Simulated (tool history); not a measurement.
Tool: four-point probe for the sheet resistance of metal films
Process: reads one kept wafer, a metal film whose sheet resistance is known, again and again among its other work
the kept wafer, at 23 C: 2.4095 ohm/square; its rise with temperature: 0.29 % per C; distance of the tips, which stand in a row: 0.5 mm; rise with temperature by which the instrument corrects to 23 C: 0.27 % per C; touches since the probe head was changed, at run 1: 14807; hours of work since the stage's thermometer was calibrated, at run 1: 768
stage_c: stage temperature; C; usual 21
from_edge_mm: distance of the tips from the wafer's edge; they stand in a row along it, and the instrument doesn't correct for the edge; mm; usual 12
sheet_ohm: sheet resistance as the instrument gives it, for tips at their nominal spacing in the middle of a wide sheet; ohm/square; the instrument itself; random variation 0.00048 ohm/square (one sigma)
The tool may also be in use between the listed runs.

run    hour  stage_c  from_edge_mm  touches since the probe head was changed  hours of work since the stage's thermometer was calibrated  sheet_ohm
  1       0       21            12                                     14807                                                         768   2.395667
  2    30.5       21            12                                     15674                                                         783   2.395758
  3      90       18            12                                     17363                                                         813   2.393323
  4   134.9       18            12                                     18637                                                         836   2.392691
  5   198.1       26            12                                     20430                                                         867   2.395963
  6   234.3       21            12                                     21457                                                         886   2.392726
  7   307.1       24            12                                     23524                                                         922   2.393683
  8   340.2       24            12                                     24463                                                         939   2.393471
  9   377.9       24            12                                     25533                                                         958   2.392421
 10     413       24            12                                     26530                                                         976   2.392291
 11   449.7       21            12                                     27569                                                         994   2.390669
 12   487.9       21            12                                     28656                                                        1013    2.39065
 13   548.5       21             4                                     30376                                                        1044   2.406538
 14     603       21             4                                     31921                                                        1071   2.405928
 15   646.9       21             4                                     33167                                                        1093   2.405343
 16   692.9       21             4                                     34472                                                        1117   2.404232
 17   751.6       21             4                                     36139                                                        1146   2.403587
 18     817       21             4                                     37996                                                        1179   2.403304
 19   850.4       21             3                                     38944                                                        1196   2.418273
 20   894.7       21            12                                     40202                                                        1218   2.384138
 21   951.4       21            12                                     41810                                                        1247    2.38423
 22  1006.1       21            12                                     43364                                                        1274   2.383463
 23  1045.1       21            12                                     44469                                                        1294   2.382957
 24  1103.3       25            12                                     46121                                                        1323   2.383891
 25  1170.1       25            12                                     48017                                                        1357   2.381939
 26  1232.1       23            20                                     49779                                                        1388   2.379872
 27  1307.2       19             4                                     51907                                                        1426   2.397151
 28  1355.6       25            35                                     53282                                                        1450   2.379445
 29  1420.2       35             5                                     55116                                                        1483   2.394245
 30  1471.8       35             5                                     56580                                                        1509   2.394219
 31  1531.6       30             4                                     58278                                                        1539   2.398383
 32  1563.2       22            46                                     59174                                                        1555   2.375636
 33  1611.5       22            46                                     60546                                                        1579   2.375349
 34  1661.5       22             4                                     61965                                                        1604   2.393665
 35  1695.6       21            24                                     62932                                                        1622   2.373794
 36  1762.4       27            12                                     64827                                                        1655   2.376619
 37  1831.5       32             5                                     66790                                                        1690   2.388222
 38  1890.8       28            60                                     68472                                                        1720   2.373002
 39  1948.1       28            60                                     70100                                                        1749   2.372401
 40  1985.2       30             3                                     71152                                                        1767   2.408902
     1989.4  -- new probe head fitted
 41  2030.1       21             9                                      1154                                                        1790   2.406507
 42  2094.8       21            48                                      2990                                                        1822   2.401748
 43  2155.6       26            21                                      4715                                                        1853    2.40348
 44  2220.1       28             5                                      6545                                                        1885    2.41599
 45  2284.2       19             8                                      8366                                                        1917   2.403974
 46  2320.2       19             8                                      9387                                                        1936   2.402121

Some steps in sheet_ohm between neighbouring runs. How much of each would the tool show without its hidden state too (settings, what came in, random variation), and how much is left for the hidden state, with any gauge scatter that isn't in both results?
The hidden state here: inner tips' distance over the nominal, %; tips' flats over new ones', %; wafer's true temperature over the reading, C; drift of the gauge itself on sheet_ohm, %.
Run 19 -> 20: from_edge_mm 3 -> 12. sheet_ohm -0.034135 ohm/square: hidden state -0.000187, all else -0.033948.
Run 26 -> 27: stage_c 23 -> 19, from_edge_mm 20 -> 4. sheet_ohm +0.017279 ohm/square: hidden state -0.00118, all else +0.018459.
Run 31 -> 32: stage_c 30 -> 22, from_edge_mm 4 -> 46. sheet_ohm -0.022747 ohm/square: hidden state -0.000129, all else -0.022618.
Run 39 -> 40: stage_c 28 -> 30, from_edge_mm 60 -> 3. sheet_ohm +0.036501 ohm/square: hidden state -0.001047, all else +0.037548.
Run 40 -> 41: stage_c 30 -> 21, from_edge_mm 3 -> 9, new probe head fitted. sheet_ohm -0.002395 ohm/square: hidden state +0.033363, all else -0.035758.

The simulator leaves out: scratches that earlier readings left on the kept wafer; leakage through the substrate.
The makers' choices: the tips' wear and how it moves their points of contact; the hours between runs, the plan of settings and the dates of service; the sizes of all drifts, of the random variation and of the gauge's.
